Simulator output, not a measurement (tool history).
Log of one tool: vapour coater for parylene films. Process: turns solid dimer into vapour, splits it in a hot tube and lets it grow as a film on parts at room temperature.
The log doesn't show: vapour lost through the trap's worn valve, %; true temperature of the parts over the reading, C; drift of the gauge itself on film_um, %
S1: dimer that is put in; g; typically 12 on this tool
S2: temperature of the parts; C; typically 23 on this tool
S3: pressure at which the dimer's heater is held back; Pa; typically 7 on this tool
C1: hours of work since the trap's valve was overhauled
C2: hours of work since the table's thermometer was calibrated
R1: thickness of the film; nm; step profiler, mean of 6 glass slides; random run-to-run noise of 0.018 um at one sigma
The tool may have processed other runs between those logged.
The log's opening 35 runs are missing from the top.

| run | hour | S1 | S2 | S3 | C1 | C2 | R1 |
|---|---|---|---|---|---|---|---|
| 36 | 976.4 | 13 | 18 | 5.51 | 174 | 1368 | 2960 |
| 37 | 1011.1 | 6 | 16 | 5.75 | 201 | 1395 | 1450 |
| 38 | 1038.3 | 11 | 15 | 5.75 | 223 | 1417 | 2710 |
| 39 | 1070.1 | 20 | 34 | 9.19 | 249 | 1443 | 2470 |
| 40 | 1106.2 | 12 | 20 | 9.44 | 277 | 1472 | 2280 |
| 41 | 1124.1 | 12 | 17 | 4.59 | 292 | 1486 | 2910 |
|  | 1155.4 | trap's valve overhauled |
| 42 | 1161.4 | 6 | 23 | 7 | 5 | 1512 | 1090 |
| 43 | 1182.6 | 5 | 29 | 7.3 | 22 | 1529 | 780 |
| 44 | 1212 | 12 | 29 | 7 | 45 | 1553 | 1850 |
| 45 | 1249.6 | 12 | 29 | 7 | 75 | 1583 | 1840 |
| 46 | 1271.8 | 12 | 29 | 7 | 93 | 1601 | 1820 |

3 ways to go on from here, each from the tool as it stands after run 46. What would each give?
| A | 1289.3 | 12 | 17 | 3.13 | 107 | 1615 | ? |
| B | 1289.3 | 20 | 23 | 7 | 107 | 1615 | ? |
| C | 1289.3 | 12 | 24 | 3.95 | 107 | 1615 | ? |

| run | R1 |
|---|---|
| A | 3180 |
| B | 3680 |
| C | 2430 |
Without the tool's hidden state the same runs would have given:
| run | R1 |
|---|---|
| A | 3180 |
| B | 3680 |
| C | 2430 |
